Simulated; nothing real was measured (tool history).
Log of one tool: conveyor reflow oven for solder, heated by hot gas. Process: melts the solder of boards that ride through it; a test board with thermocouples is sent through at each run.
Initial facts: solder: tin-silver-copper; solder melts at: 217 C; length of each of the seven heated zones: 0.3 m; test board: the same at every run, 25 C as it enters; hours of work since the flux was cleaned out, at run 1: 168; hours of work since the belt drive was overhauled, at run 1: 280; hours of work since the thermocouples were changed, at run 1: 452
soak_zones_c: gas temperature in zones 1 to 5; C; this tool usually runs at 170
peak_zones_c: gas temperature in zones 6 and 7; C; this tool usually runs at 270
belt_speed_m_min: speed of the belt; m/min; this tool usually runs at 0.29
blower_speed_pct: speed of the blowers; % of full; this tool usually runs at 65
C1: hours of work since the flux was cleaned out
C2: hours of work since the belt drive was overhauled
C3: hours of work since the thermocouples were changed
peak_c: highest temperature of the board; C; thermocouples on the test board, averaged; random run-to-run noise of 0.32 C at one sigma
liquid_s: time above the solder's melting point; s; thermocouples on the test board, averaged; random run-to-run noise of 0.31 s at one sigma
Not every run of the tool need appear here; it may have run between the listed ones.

run 1 hour=0 | soak_zones_c=170 peak_zones_c=270 belt_speed_m_min=0.29 blower_speed_pct=65 | C1=168 C2=280 C3=452 | peak_c=254.2 liquid_s=94.1
run 2 hour=19.4 | soak_zones_c=170 peak_zones_c=270 belt_speed_m_min=0.29 blower_speed_pct=65 | C1=177 C2=289 C3=461 | peak_c=254 liquid_s=93.2
run 3 hour=33.3 | soak_zones_c=170 peak_zones_c=270 belt_speed_m_min=0.29 blower_speed_pct=65 | C1=184 C2=296 C3=468 | peak_c=254.1 liquid_s=93.3
run 4 hour=59.3 | soak_zones_c=170 peak_zones_c=267 belt_speed_m_min=0.29 blower_speed_pct=65 | C1=196 C2=308 C3=480 | peak_c=250.7 liquid_s=89.8
run 5 hour=83.4 | soak_zones_c=170 peak_zones_c=267 belt_speed_m_min=0.29 blower_speed_pct=65 | C1=208 C2=320 C3=492 | peak_c=250.4 liquid_s=90
run 6 hour=96.7 | soak_zones_c=170 peak_zones_c=279 belt_speed_m_min=0.29 blower_speed_pct=65 | C1=215 C2=326 C3=499 | peak_c=261.4 liquid_s=101.2
run 7 hour=118.7 | soak_zones_c=170 peak_zones_c=270 belt_speed_m_min=0.29 blower_speed_pct=65 | C1=225 C2=337 C3=509 | peak_c=253.5 liquid_s=92.6
run 8 hour=138.5 | soak_zones_c=170 peak_zones_c=270 belt_speed_m_min=0.29 blower_speed_pct=65 | C1=235 C2=347 C3=519 | peak_c=253.3 liquid_s=92.7
-- hour=160.5 flux residue cleaned out of gas plates and filters
run 9 hour=167.8 | soak_zones_c=170 peak_zones_c=270 belt_speed_m_min=0.29 blower_speed_pct=65 | C1=4 C2=359 C3=531 | peak_c=254.4 liquid_s=95.5
run 10 hour=181.5 | soak_zones_c=170 peak_zones_c=270 belt_speed_m_min=0.29 blower_speed_pct=65 | C1=10 C2=365 C3=537 | peak_c=255 liquid_s=94.7
run 11 hour=203.3 | soak_zones_c=159 peak_zones_c=270 belt_speed_m_min=0.29 blower_speed_pct=62 | C1=21 C2=376 C3=548 | peak_c=251.9 liquid_s=85.2
run 12 hour=225.3 | soak_zones_c=157 peak_zones_c=260 belt_speed_m_min=0.29 blower_speed_pct=53 | C1=31 C2=387 C3=559 | peak_c=238.7 liquid_s=64.4
run 13 hour=241.9 | soak_zones_c=157 peak_zones_c=260 belt_speed_m_min=0.29 blower_speed_pct=53 | C1=40 C2=395 C3=567 | peak_c=238.7 liquid_s=64.5
run 14 hour=255 | soak_zones_c=174 peak_zones_c=267 belt_speed_m_min=0.346 blower_speed_pct=77 | C1=46 C2=401 C3=573 | peak_c=250.6 liquid_s=76.9
run 15 hour=279.5 | soak_zones_c=179 peak_zones_c=267 belt_speed_m_min=0.346 blower_speed_pct=61 | C1=58 C2=413 C3=585 | peak_c=246.1 liquid_s=72.4
run 16 hour=295.3 | soak_zones_c=170 peak_zones_c=270 belt_speed_m_min=0.294 blower_speed_pct=65 | C1=65 C2=421 C3=593 | peak_c=254.2 liquid_s=92.9
run 17 hour=319.1 | soak_zones_c=170 peak_zones_c=270 belt_speed_m_min=0.294 blower_speed_pct=65 | C1=77 C2=432 C3=604 | peak_c=253.9 liquid_s=92.3
run 18 hour=340.5 | soak_zones_c=159 peak_zones_c=271 belt_speed_m_min=0.336 blower_speed_pct=72 | C1=87 C2=443 C3=615 | peak_c=250.3 liquid_s=71.9
run 19 hour=356 | soak_zones_c=183 peak_zones_c=265 belt_speed_m_min=0.29 blower_speed_pct=65 | C1=95 C2=450 C3=622 | peak_c=251.5 liquid_s=99
run 20 hour=372.2 | soak_zones_c=183 peak_zones_c=265 belt_speed_m_min=0.29 blower_speed_pct=70 | C1=103 C2=458 C3=630 | peak_c=252.6 liquid_s=102

Below are 5 alternative next runs, each starting from the tool's condition after run 20. Predict each:
run A hour=392.6 | soak_zones_c=160 peak_zones_c=270 belt_speed_m_min=0.304 blower_speed_pct=65 | C1=113 C2=468 C3=640 | peak_c=? liquid_s=?
run B hour=392.6 | soak_zones_c=163 peak_zones_c=283 belt_speed_m_min=0.29 blower_speed_pct=54 | C1=113 C2=468 C3=640 | peak_c=? liquid_s=?
run C hour=392.6 | soak_zones_c=171 peak_zones_c=265 belt_speed_m_min=0.321 blower_speed_pct=54 | C1=113 C2=468 C3=640 | peak_c=? liquid_s=?
run D hour=392.6 | soak_zones_c=170 peak_zones_c=270 belt_speed_m_min=0.29 blower_speed_pct=68 | C1=113 C2=468 C3=640 | peak_c=? liquid_s=?
run E hour=392.6 | soak_zones_c=183 peak_zones_c=285 belt_speed_m_min=0.29 blower_speed_pct=70 | C1=113 C2=468 C3=640 | peak_c=? liquid_s=?

run=A peak_c=251 liquid_s=80.5
run=B peak_c=260.1 liquid_s=96.4
run=C peak_c=241.8 liquid_s=68.5
run=D peak_c=254.5 liquid_s=95.4
run=E peak_c=270.8 liquid_s=116
With the hidden condition removed and each run's random variation left untouched, the same runs would have given:
run=A peak_c=252.7 liquid_s=81.9
run=B peak_c=261.7 liquid_s=97
run=C peak_c=243.4 liquid_s=70.2
run=D peak_c=256.2 liquid_s=96.3
run=E peak_c=272.5 liquid_s=115.8
